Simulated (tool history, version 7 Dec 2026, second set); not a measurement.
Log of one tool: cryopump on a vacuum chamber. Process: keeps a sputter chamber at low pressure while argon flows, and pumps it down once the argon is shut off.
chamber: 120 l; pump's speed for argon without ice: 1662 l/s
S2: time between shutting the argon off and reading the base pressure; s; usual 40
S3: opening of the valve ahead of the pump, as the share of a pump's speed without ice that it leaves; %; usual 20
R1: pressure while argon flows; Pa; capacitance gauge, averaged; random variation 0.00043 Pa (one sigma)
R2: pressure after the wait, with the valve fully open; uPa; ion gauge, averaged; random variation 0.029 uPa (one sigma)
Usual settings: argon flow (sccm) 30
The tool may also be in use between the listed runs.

Run 1, hour 0.0: usual settings. Result: R1 0.1526 Pa, R2 2.04 uPa.
Run 2, hour 54.5: usual settings. Result: R1 0.1535 Pa, R2 2.04 uPa.
Run 3, hour 105.9: usual settings. Result: R1 0.1531 Pa, R2 2.05 uPa.
Run 4, hour 160.8: usual settings. Result: R1 0.1536 Pa, R2 2.01 uPa.
At hour 211.4: leaking fittings of the chamber tightened, without venting.
Run 5, hour 211.4: usual settings but S3 42 %. Result: R1 0.0738 Pa, R2 1.44 uPa.
Run 6, hour 303.5: usual settings. Result: R1 0.1543 Pa, R2 1.44 uPa.
Run 7, hour 360.4: usual settings but S3 31 %. Result: R1 0.1000 Pa, R2 1.42 uPa.
Run 8, hour 412.5: usual settings but S3 31 %. Result: R1 0.1004 Pa, R2 1.44 uPa.
Run 9, hour 482.0: usual settings but argon flow (sccm) 58, S2 174 s, S3 33 %. Result: R1 0.1823 Pa, R2 0.53 uPa.
Run 10, hour 529.9: usual settings but argon flow (sccm) 58, S2 103 s, S3 54 %. Result: R1 0.1134 Pa, R2 0.74 uPa.
Run 11, hour 595.0: usual settings but argon flow (sccm) 58, S2 57 s, S3 40 %. Result: R1 0.1533 Pa, R2 1.12 uPa.
Run 12, hour 647.2: usual settings but argon flow (sccm) 14, S2 66 s, S3 18 %. Result: R1 0.0805 Pa, R2 1.06 uPa.
Run 13, hour 696.4: usual settings but S2 58 s. Result: R1 0.1552 Pa, R2 1.11 uPa.
Run 14, hour 787.9: usual settings but argon flow (sccm) 15, S2 66 s, S3 29 %. Result: R1 0.0540 Pa, R2 1.13 uPa.

5 ways to go on from here, each from the tool as it stands after run 14. What would each give?
Run A, hour 855.4: usual settings but S2 33 s. Result: R1 ?, R2 ?.
Run B, hour 855.4: usual settings but S3 19 %. Result: R1 ?, R2 ?.
Run C, hour 855.4: usual settings but argon flow (sccm) 15, S2 238 s, S3 24 %. Result: R1 ?, R2 ?.
Run D, hour 855.4: usual settings but argon flow (sccm) 28, S2 66 s, S3 58 %. Result: R1 ?, R2 ?.
Run E, hour 855.4: usual settings but argon flow (sccm) 24, S2 23 s, S3 29 %. Result: R1 ?, R2 ?.

run      R1    R2
  A  0.1563  1.82
  B  0.1645  1.56
  C  0.0653  0.54
  D  0.0518  1.08
  E  0.0873  2.38
Without the tool's hidden state the same runs would have given:
run      R1    R2
  A  0.1528  1.65
  B  0.1609  1.38
  C  0.0635  0.37
  D  0.0485  0.91
  E  0.0844  2.22
